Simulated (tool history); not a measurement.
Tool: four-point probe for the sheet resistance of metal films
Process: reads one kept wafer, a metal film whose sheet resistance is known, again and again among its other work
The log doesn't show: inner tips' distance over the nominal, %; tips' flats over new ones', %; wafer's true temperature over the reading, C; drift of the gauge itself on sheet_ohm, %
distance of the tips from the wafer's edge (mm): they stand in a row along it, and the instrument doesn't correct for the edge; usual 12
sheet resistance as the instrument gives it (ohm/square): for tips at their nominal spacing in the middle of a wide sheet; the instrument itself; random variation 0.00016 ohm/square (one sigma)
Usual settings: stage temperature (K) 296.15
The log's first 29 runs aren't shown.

run,hour,stage temperature (K),distance of the tips from the wafer's edge (mm),touches since the probe head was changed,hours of work since the stage's thermometer was calibrated,sheet resistance as the instrument gives it (ohm/square)
30,1158.1,303.15,41,3172,2241,0.805224
31,1209,297.15,10,6662,2281,0.810799
32,1258.1,296.15,10,10030,2320,0.811831
33,1284.7,295.15,28,11854,2341,0.811966
34,1334.1,307.15,14,15242,2381,0.80362
35,1371.1,307.15,14,17783,2410,0.803928
36,1406.2,296.15,26,20192,2438,0.811677
37,1448.9,299.15,3,23120,2472,0.821463
38,1491.6,294.15,5,26047,2506,0.81802
39,1523.4,298.15,5,28225,2532,0.815078

5 ways to go on from here, each from the tool as it stands after run 39. What would each give?
A,1553.2,304.15,28,30274,2556,?
B,1553.2,304.15,6,30274,2556,?
C,1553.2,291.15,43,30274,2556,?
D,1553.2,291.15,65,30274,2556,?
E,1553.2,296.15,8,30274,2556,?

run,sheet resistance as the instrument gives it (ohm/square)
A,0.806307
B,0.809164
C,0.816113
D,0.816328
E,0.813846
Without the tool's hidden state the same runs would have given:
run,sheet resistance as the instrument gives it (ohm/square)
A,0.805662
B,0.808516
C,0.815441
D,0.815657
E,0.813184
